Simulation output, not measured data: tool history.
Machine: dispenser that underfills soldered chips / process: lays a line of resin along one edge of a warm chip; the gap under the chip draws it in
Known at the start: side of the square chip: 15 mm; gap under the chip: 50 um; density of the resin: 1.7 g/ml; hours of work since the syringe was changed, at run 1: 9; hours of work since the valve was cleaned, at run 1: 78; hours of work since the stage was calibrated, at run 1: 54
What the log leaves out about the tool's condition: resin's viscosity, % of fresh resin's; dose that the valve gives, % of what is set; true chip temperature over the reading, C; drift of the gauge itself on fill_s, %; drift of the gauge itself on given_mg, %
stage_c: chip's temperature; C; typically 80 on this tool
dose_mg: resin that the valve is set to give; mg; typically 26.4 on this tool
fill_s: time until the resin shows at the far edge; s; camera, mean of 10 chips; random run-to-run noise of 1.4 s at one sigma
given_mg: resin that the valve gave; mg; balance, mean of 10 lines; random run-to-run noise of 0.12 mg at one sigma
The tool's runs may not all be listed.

run   hour  stage_c  dose_mg  hours of work since the syringe was changed  hours of work since the valve was cleaned  hours of work since the stage was calibrated  fill_s  given_mg
  1      0       80     26.4                                            9                                         78                                            54   198.2     25.56
       0.6  -- new syringe of resin
  2    6.3       95     26.4                                            4                                         82                                            58   106.9      25.5
  3    9.8       80       27                                            7                                         85                                            60   179.4     25.73
      13.4  -- new syringe of resin
  4   14.4       80     33.6                                            1                                         88                                            63   137.8     32.18
      19.6  -- dispensing valve cleaned and set on the balance
  5   23.1       80     33.6                                            6                                          2                                            69   171.9     33.49
      27.3  -- new syringe of resin
  6   30.2       80     27.6                                            2                                          7                                            74   150.6      27.3
  7   35.8       80     27.6                                            6                                         11                                            78   176.4     27.62
        40  -- new syringe of resin
  8     41       82     26.4                                            1                                         15                                            81   134.3     26.23
  9   49.3       82     31.6                                            7                                         21                                            87   163.3     31.41
      52.6  -- new syringe of resin
 10   53.1       80     26.4                                            0                                         23                                            90   142.5     25.98
 11   60.8       80     26.4                                            6                                         29                                            95   176.6     26.03
      65.4  -- new syringe of resin
 12   65.5       80     26.4                                            0                                         32                                            98   145.9     26.07
 13   69.3       80     26.4                                            3                                         34                                           101   162.5     25.81
 14   75.5       80     26.4                                            7                                         39                                           105   191.2      25.8
      78.6  -- new syringe of resin
 15   80.4       73     26.4                                            1                                         42                                           108   188.9     25.67
 16   85.3       80     28.2                                            5                                         46                                           112   168.5     27.47
      91.1  -- new syringe of resin
 17   93.8       80     28.2                                            2                                         51                                           118   150.3     27.34
 18   97.5       80     26.4                                            4                                         54                                           120   170.6     25.76
     103.7  -- new syringe of resin
 19  104.2       80     30.3                                            0                                         59                                           125   140.9     29.43
 20  107.8       88     31.1                                            3                                         61                                           128   123.5     30.28
 21  113.7       88     31.1                                            7                                         65                                           132   146.1     29.95
     116.4  -- new syringe of resin
 22  120.2       82     26.3                                            3                                         70                                           136   146.8     25.13
 23  127.1       86     22.5                                            8                                         75                                           141     170     21.43
     129.2  -- new syringe of resin
 24  135.3       76     26.4                                            4                                         80                                           147     191     25.32
 25  139.5       85     23.6                                            7                                         83                                           150   169.9     22.68
       142  -- new syringe of resin
 26  147.1       74     34.1                                            4                                         88                                           155   191.6      32.4
       151  -- dispensing valve cleaned and set on the balance
 27  152.4       68     25.8                                            7                                          1                                           158   269.3     25.73
     156.1  -- new syringe of resin
 28  158.9       89       34                                            2                                          5                                           162     115     33.61
 29    165       80     33.2                                            6                                         10                                           167   177.6     33.05
     168.7  -- new syringe of resin
 30  171.2       80     22.9                                            2                                         14                                           171     159     22.63
 31  176.5       70       28                                            6                                         18                                           175   243.7     27.79
     181.3  -- new syringe of resin
 32  183.1       70       28                                            1                                         22                                           179   198.9     27.63
 33  187.4       80     32.1                                            4                                         25                                           182   159.2     31.52
     194.6  -- new syringe of resin
 34  194.7       69     23.9                                            0                                         30                                           187   210.2     23.27
 35  201.9       69     27.8                                            5                                         35                                           192   250.4     27.26
     207.4  -- new syringe of resin
 36  209.9       69     27.8                                            2                                         41                                           198   208.2     27.22

Alternative continuations, all from the tool just after run 36; predict every row:
  A  217.4       78     28.9                                            7                                         46                                           203       ?         ?
  B  217.4       89     27.8                                            7                                         46                                           203       ?         ?
  C  217.4       65     26.4                                            7                                         46                                           203       ?         ?
  D  217.4       90     26.5                                            7                                         46                                           203       ?         ?

run  fill_s  given_mg
  A   195.1     28.11
  B   142.1     27.37
  C   302.4     25.67
  D   140.3     25.82
Had the tool no hidden state, the same runs would have come out as:
run  fill_s  given_mg
  A     142     28.88
  B   103.5     28.11
  C   218.5     26.37
  D   102.2     26.53
